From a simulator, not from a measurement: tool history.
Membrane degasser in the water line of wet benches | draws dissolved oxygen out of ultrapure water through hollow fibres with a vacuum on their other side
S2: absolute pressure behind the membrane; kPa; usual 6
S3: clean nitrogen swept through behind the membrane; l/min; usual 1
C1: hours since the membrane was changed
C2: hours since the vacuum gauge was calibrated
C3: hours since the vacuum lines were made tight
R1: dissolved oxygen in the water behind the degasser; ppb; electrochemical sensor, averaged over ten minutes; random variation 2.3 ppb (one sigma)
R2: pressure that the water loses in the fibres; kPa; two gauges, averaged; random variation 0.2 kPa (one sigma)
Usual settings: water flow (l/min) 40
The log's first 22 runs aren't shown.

run 23 hour=1842.6 | water_flow_(l/min)=36 S2=11.94 S3=1.02 | C1=6175 C2=3692 C3=3381 | R1=603.8 R2=36.94
-- hour=1894 gauge calibrated
-- hour=1902.2 vacuum gauge calibrated
run 24 hour=1946.4 | water_flow_(l/min)=49 S2=12.36 S3=0.7 | C1=6279 C2=44 C3=3484 | R1=1033 R2=51.9
run 25 hour=2019.2 | water_flow_(l/min)=49 S2=12.36 S3=0.7 | C1=6351 C2=117 C3=3557 | R1=1035.6 R2=51.62
run 26 hour=2082.6 | water_flow_(l/min)=49 S2=12.36 S3=0.7 | C1=6415 C2=180 C3=3621 | R1=1031.7 R2=51.49
run 27 hour=2128.8 | water_flow_(l/min)=49 S2=12.36 S3=0.7 | C1=6461 C2=227 C3=3667 | R1=1048.8 R2=51.24
run 28 hour=2185.1 | water_flow_(l/min)=28 S2=13.52 S3=0.7 | C1=6517 C2=283 C3=3723 | R1=781.7 R2=29.64
run 29 hour=2234 | water_flow_(l/min)=40 S2=6.45 S3=1 | C1=6566 C2=332 C3=3772 | R1=258.6 R2=42.12
run 30 hour=2330.1 | water_flow_(l/min)=40 S2=6.45 S3=1 | C1=6662 C2=428 C3=3868 | R1=260.7 R2=41.78
run 31 hour=2395.2 | water_flow_(l/min)=40 S2=6.45 S3=1 | C1=6727 C2=493 C3=3933 | R1=262.6 R2=41.79

3 ways to go on from here, each from the tool as it stands after run 31. What would each give?
run A hour=2440.4 | water_flow_(l/min)=40 S2=3.69 S3=1.54 | C1=6773 C2=538 C3=3979 | R1=? R2=?
run B hour=2440.4 | water_flow_(l/min)=30 S2=6.68 S3=0.5 | C1=6773 C2=538 C3=3979 | R1=? R2=?
run C hour=2440.4 | water_flow_(l/min)=24 S2=9.44 S3=0.47 | C1=6773 C2=538 C3=3979 | R1=? R2=?

run=A R1=34.9 R2=42.11
run=B R1=369.6 R2=30.95
run=C R1=589.2 R2=25.06
Without the tool's hidden state the same runs would have given:
run=A R1=34.9 R2=42.44
run=B R1=369.5 R2=31.2
run=C R1=589.2 R2=25.26

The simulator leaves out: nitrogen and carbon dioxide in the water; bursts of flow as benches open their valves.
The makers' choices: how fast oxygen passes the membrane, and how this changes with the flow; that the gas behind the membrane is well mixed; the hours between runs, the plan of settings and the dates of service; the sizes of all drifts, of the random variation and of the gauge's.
